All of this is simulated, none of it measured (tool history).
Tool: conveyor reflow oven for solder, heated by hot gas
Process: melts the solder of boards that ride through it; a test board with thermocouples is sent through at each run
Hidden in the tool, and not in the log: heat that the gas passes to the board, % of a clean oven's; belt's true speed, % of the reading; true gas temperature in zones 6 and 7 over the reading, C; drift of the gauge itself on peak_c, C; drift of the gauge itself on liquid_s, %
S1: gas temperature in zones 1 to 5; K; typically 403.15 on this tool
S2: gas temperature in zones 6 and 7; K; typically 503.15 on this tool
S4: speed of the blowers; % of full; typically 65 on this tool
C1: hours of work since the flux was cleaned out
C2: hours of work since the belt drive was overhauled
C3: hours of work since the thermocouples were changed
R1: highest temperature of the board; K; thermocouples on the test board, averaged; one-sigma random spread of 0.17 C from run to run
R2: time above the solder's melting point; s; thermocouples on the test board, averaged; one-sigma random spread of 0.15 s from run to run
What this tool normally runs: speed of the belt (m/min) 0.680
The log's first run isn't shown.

run 2 hour=29.5 | S1=403.15 S2=503.15 speed_of_the_belt_(m/min)=0.680 S4=65 | C1=178 C2=717 C3=309 | R1=485.75 R2=41.3
run 3 hour=68.2 | S1=403.15 S2=503.15 speed_of_the_belt_(m/min)=0.680 S4=65 | C1=195 C2=734 C3=326 | R1=485.75 R2=41.1
run 4 hour=94.2 | S1=403.15 S2=503.15 speed_of_the_belt_(m/min)=0.680 S4=65 | C1=206 C2=745 C3=338 | R1=485.65 R2=41.1
run 5 hour=130.4 | S1=403.15 S2=503.15 speed_of_the_belt_(m/min)=0.680 S4=65 | C1=222 C2=761 C3=353 | R1=485.25 R2=40.6
run 6 hour=170.6 | S1=403.15 S2=503.15 speed_of_the_belt_(m/min)=0.680 S4=65 | C1=240 C2=779 C3=371 | R1=485.35 R2=40.6
run 7 hour=206.5 | S1=403.15 S2=503.15 speed_of_the_belt_(m/min)=0.680 S4=65 | C1=255 C2=794 C3=387 | R1=485.15 R2=40.7
run 8 hour=237.1 | S1=403.15 S2=503.15 speed_of_the_belt_(m/min)=0.776 S4=65 | C1=269 C2=808 C3=400 | R1=479.95 R2=31.5
run 9 hour=272.1 | S1=403.15 S2=503.15 speed_of_the_belt_(m/min)=0.680 S4=65 | C1=284 C2=823 C3=415 | R1=485.15 R2=40.5
-- hour=288.9 flux residue cleaned out of gas plates and filters
run 10 hour=299.9 | S1=403.15 S2=503.15 speed_of_the_belt_(m/min)=0.680 S4=65 | C1=5 C2=833 C3=425 | R1=482.85 R2=38.4
run 11 hour=346.0 | S1=403.15 S2=503.15 speed_of_the_belt_(m/min)=0.680 S4=65 | C1=25 C2=853 C3=445 | R1=482.75 R2=38.2
run 12 hour=392.1 | S1=403.15 S2=503.15 speed_of_the_belt_(m/min)=0.680 S4=65 | C1=45 C2=873 C3=466 | R1=482.65 R2=38.0
run 13 hour=420.6 | S1=403.15 S2=503.15 speed_of_the_belt_(m/min)=0.680 S4=65 | C1=58 C2=886 C3=478 | R1=482.45 R2=37.8
run 14 hour=450.1 | S1=403.15 S2=503.15 speed_of_the_belt_(m/min)=0.680 S4=65 | C1=70 C2=899 C3=491 | R1=482.45 R2=37.8
run 15 hour=477.6 | S1=403.15 S2=503.15 speed_of_the_belt_(m/min)=0.680 S4=65 | C1=82 C2=911 C3=503 | R1=482.15 R2=37.9
run 16 hour=524.7 | S1=403.15 S2=503.15 speed_of_the_belt_(m/min)=0.680 S4=83 | C1=103 C2=931 C3=524 | R1=485.85 R2=41.5
-- hour=562.6 flux residue cleaned out of gas plates and filters, once more
run 17 hour=570.5 | S1=391.15 S2=503.15 speed_of_the_belt_(m/min)=0.680 S4=82 | C1=3 C2=949 C3=541 | R1=490.05 R2=42.9

Run 18 is up next; what results do you expect?
run 18 hour=602.0 | S1=414.15 S2=494.15 speed_of_the_belt_(m/min)=0.702 S4=82 | C1=17 C2=963 C3=555 | R1=? R2=?

For run 18 the tool returned R1 484.35 K, R2 43.1 s.
Take away the tool's hidden state, keep the run-to-run variation as it was, and the same run would have given R1 483.05 K, R2 41.9 s.
